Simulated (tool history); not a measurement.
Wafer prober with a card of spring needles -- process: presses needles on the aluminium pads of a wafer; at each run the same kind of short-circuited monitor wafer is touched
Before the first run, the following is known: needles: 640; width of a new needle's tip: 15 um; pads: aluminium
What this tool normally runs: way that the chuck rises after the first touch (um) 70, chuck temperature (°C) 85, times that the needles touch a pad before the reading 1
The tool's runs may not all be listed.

run   hour  way that the chuck rises after the first touch (um)  chuck temperature (°C)  times that the needles touch a pad before the reading  resistance of one needle with its contact and lead (mohm)  way that a needle slides on the pad (um)
  1      0                                                   70                      85                                                      1                                                        210                                     12.35
       1.6  -- tips cleaned on abrasive film
       7.7  -- tips cleaned on abrasive film
      13.8  -- tips cleaned on abrasive film
      21.4  -- tips cleaned on abrasive film
      27.5  -- tips cleaned on abrasive film
        35  -- tips cleaned on abrasive film
      41.1  -- tips cleaned on abrasive film
      47.2  -- tips cleaned on abrasive film
      54.8  -- tips cleaned on abrasive film
  2   55.7                                                   70                      30                                                      1                                                        199                                     12.48
      61.8  -- tips cleaned on abrasive film
      69.4  -- tips cleaned on abrasive film
      75.5  -- tips cleaned on abrasive film
      81.6  -- tips cleaned on abrasive film
      89.1  -- tips cleaned on abrasive film
      95.2  -- tips cleaned on abrasive film
     102.8  -- tips cleaned on abrasive film
     108.9  -- tips cleaned on abrasive film
     116.5  -- tips cleaned on abrasive film
     122.6  -- tips cleaned on abrasive film
     130.2  -- tips cleaned on abrasive film
  3  130.8                                                   70                      30                                                      1                                                        199                                     12.48
     136.9  -- tips cleaned on abrasive film
       143  -- tips cleaned on abrasive film
     150.5  -- tips cleaned on abrasive film
     158.1  -- tips cleaned on abrasive film
     164.2  -- tips cleaned on abrasive film
     171.8  -- tips cleaned on abrasive film
     177.9  -- tips cleaned on abrasive film
     185.5  -- tips cleaned on abrasive film
     193.1  -- tips cleaned on abrasive film
  4  198.8                                                   70                      85                                                      1                                                        214                                     12.35
     200.3  -- tips cleaned on abrasive film
     206.4  -- tips cleaned on abrasive film
       214  -- tips cleaned on abrasive film
     220.1  -- tips cleaned on abrasive film
     226.2  -- tips cleaned on abrasive film
     232.3  -- tips cleaned on abrasive film
     239.9  -- tips cleaned on abrasive film
     247.5  -- tips cleaned on abrasive film
     253.6  -- tips cleaned on abrasive film
     259.6  -- tips cleaned on abrasive film
     267.2  -- tips cleaned on abrasive film
  5  270.6                                                   70                      61                                                      1                                                        207                                     12.42
     273.7  -- tips cleaned on abrasive film
     279.7  -- tips cleaned on abrasive film
     287.3  -- tips cleaned on abrasive film
     293.4  -- tips cleaned on abrasive film
     299.5  -- tips cleaned on abrasive film
     307.1  -- tips cleaned on abrasive film
     313.2  -- tips cleaned on abrasive film
     320.8  -- tips cleaned on abrasive film
     326.9  -- tips cleaned on abrasive film
     334.4  -- tips cleaned on abrasive film
     340.5  -- tips cleaned on abrasive film
  6  344.7                                                   70                      27                                                      1                                                        197                                     12.64
     347.7  -- tips cleaned on abrasive film
     355.3  -- tips cleaned on abrasive film
     361.4  -- tips cleaned on abrasive film
       369  -- tips cleaned on abrasive film
     375.1  -- tips cleaned on abrasive film
     381.4  -- height of the first contact set anew
       383  -- tips cleaned on abrasive film
     390.6  -- tips cleaned on abrasive film
     396.7  -- tips cleaned on abrasive film
     402.7  -- tips cleaned on abrasive film
     409.7  -- tips cleaned on abrasive film
  7  409.7                                                   70                      27                                                      1                                                        197                                      12.5
     417.3  -- tips cleaned on abrasive film
     423.4  -- tips cleaned on abrasive film
       431  -- tips cleaned on abrasive film
     437.1  -- tips cleaned on abrasive film
     443.2  -- tips cleaned on abrasive film
  8  443.5                                                   70                      42                                                      1                                                        202                                     12.49
     449.6  -- tips cleaned on abrasive film
     455.7  -- tips cleaned on abrasive film
     461.8  -- tips cleaned on abrasive film
     469.4  -- tips cleaned on abrasive film
     475.5  -- tips cleaned on abrasive film
  9  479.2                                                   70                      85                                                      1                                                        211                                     12.45
     482.3  -- tips cleaned on abrasive film
     488.4  -- tips cleaned on abrasive film
       496  -- tips cleaned on abrasive film
     502.1  -- tips cleaned on abrasive film
     509.6  -- tips cleaned on abrasive film
     517.2  -- tips cleaned on abrasive film
     524.8  -- tips cleaned on abrasive film
     532.4  -- tips cleaned on abrasive film
 10  536.2                                                   70                      85                                                      1                                                        213                                     12.25
     539.3  -- tips cleaned on abrasive film
     546.8  -- tips cleaned on abrasive film
     554.4  -- tips cleaned on abrasive film
     560.5  -- tips cleaned on abrasive film
     568.1  -- tips cleaned on abrasive film
 11  571.2                                                   70                      85                                                      1                                                        212                                     12.34
     574.3  -- tips cleaned on abrasive film
     580.4  -- tips cleaned on abrasive film
       588  -- tips cleaned on abrasive film
     595.6  -- tips cleaned on abrasive film
     601.7  -- tips cleaned on abrasive film
     609.3  -- tips cleaned on abrasive film
     616.9  -- tips cleaned on abrasive film
 12  620.7                                                   70                      29                                                      2                                                        199                                     12.61
     623.8  -- tips cleaned on abrasive film
     629.9  -- tips cleaned on abrasive film
     637.5  -- tips cleaned on abrasive film
     643.6  -- tips cleaned on abrasive film
     651.1  -- tips cleaned on abrasive film
     657.2  -- tips cleaned on abrasive film
     663.3  -- tips cleaned on abrasive film
     670.9  -- tips cleaned on abrasive film
       677  -- tips cleaned on abrasive film
 13  678.4                                                   89                      35                                                      1                                                        198                                      15.9
     684.5  -- tips cleaned on abrasive film
     690.6  -- tips cleaned on abrasive film
     696.7  -- tips cleaned on abrasive film
     704.3  -- tips cleaned on abrasive film
     710.4  -- tips cleaned on abrasive film
 14  710.8                                                   89                      35                                                      1                                                        193                                     15.85
     716.9  -- tips cleaned on abrasive film
     724.4  -- tips cleaned on abrasive film
     730.5  -- tips cleaned on abrasive film
     738.1  -- tips cleaned on abrasive film
 15  743.6                                                   89                      30                                                      1                                                        199                                     15.81
     745.2  -- tips cleaned on abrasive film
     752.8  -- tips cleaned on abrasive film
     760.3  -- tips cleaned on abrasive film
     767.9  -- tips cleaned on abrasive film
     775.5  -- tips cleaned on abrasive film
     783.1  -- tips cleaned on abrasive film
     789.6  -- tips cleaned on abrasive film
 16  789.6                                                   66                     105                                                      3                                                        216                                     11.91
     797.2  -- tips cleaned on abrasive film
     803.3  -- tips cleaned on abrasive film
     810.8  -- tips cleaned on abrasive film
     818.4  -- tips cleaned on abrasive film
     824.5  -- tips cleaned on abrasive film
 17  825.1                                                   69                     105                                                      2                                                        216                                      12.5
     831.2  -- tips cleaned on abrasive film
     837.3  -- tips cleaned on abrasive film
     844.9  -- tips cleaned on abrasive film
     852.5  -- tips cleaned on abrasive film
     858.6  -- tips cleaned on abrasive film
     864.7  -- tips cleaned on abrasive film
     870.7  -- tips cleaned on abrasive film
     877.3  -- tips cleaned on abrasive film
 18  877.3                                                   70                      50                                                      2                                                        203                                     12.16
     883.4  -- tips cleaned on abrasive film
     889.5  -- tips cleaned on abrasive film
     897.1  -- tips cleaned on abrasive film
     903.1  -- tips cleaned on abrasive film
     909.2  -- tips cleaned on abrasive film
     916.8  -- tips cleaned on abrasive film
     922.9  -- tips cleaned on abrasive film
 19  923.5                                                   80                      67                                                      2                                                        209                                     14.28

Consider 3 possible next runs. They are alternatives, not a sequence: every one starts from the tool as it was left by run 19. What does each give?
     929.6  -- tips cleaned on abrasive film
     935.7  -- tips cleaned on abrasive film
     941.8  -- tips cleaned on abrasive film
     949.4  -- tips cleaned on abrasive film
     955.5  -- tips cleaned on abrasive film
     963.1  -- tips cleaned on abrasive film
     969.2  -- tips cleaned on abrasive film
     976.3  -- tips cleaned on abrasive film
  A  976.3                                                   70                      85                                                      2                                                          ?                                         ?
     929.6  -- tips cleaned on abrasive film
     935.7  -- tips cleaned on abrasive film
     941.8  -- tips cleaned on abrasive film
     949.4  -- tips cleaned on abrasive film
     955.5  -- tips cleaned on abrasive film
     963.1  -- tips cleaned on abrasive film
     969.2  -- tips cleaned on abrasive film
     976.3  -- tips cleaned on abrasive film
  B  976.3                                                   68                      67                                                      2                                                          ?                                         ?
     929.6  -- tips cleaned on abrasive film
     935.7  -- tips cleaned on abrasive film
     941.8  -- tips cleaned on abrasive film
     949.4  -- tips cleaned on abrasive film
     955.5  -- tips cleaned on abrasive film
     963.1  -- tips cleaned on abrasive film
     969.2  -- tips cleaned on abrasive film
     976.3  -- tips cleaned on abrasive film
  C  976.3                                                   83                      83                                                      1                                                          ?                                         ?

run  resistance of one needle with its contact and lead (mohm)  way that a needle slides on the pad (um)
  A                                                        212                                     12.63
  B                                                        205                                     11.91
  C                                                        210                                     14.92
With no hidden state in the tool, these same runs would have given:
run  resistance of one needle with its contact and lead (mohm)  way that a needle slides on the pad (um)
  A                                                        212                                     12.63
  B                                                        205                                     11.92
  C                                                        210                                     14.93
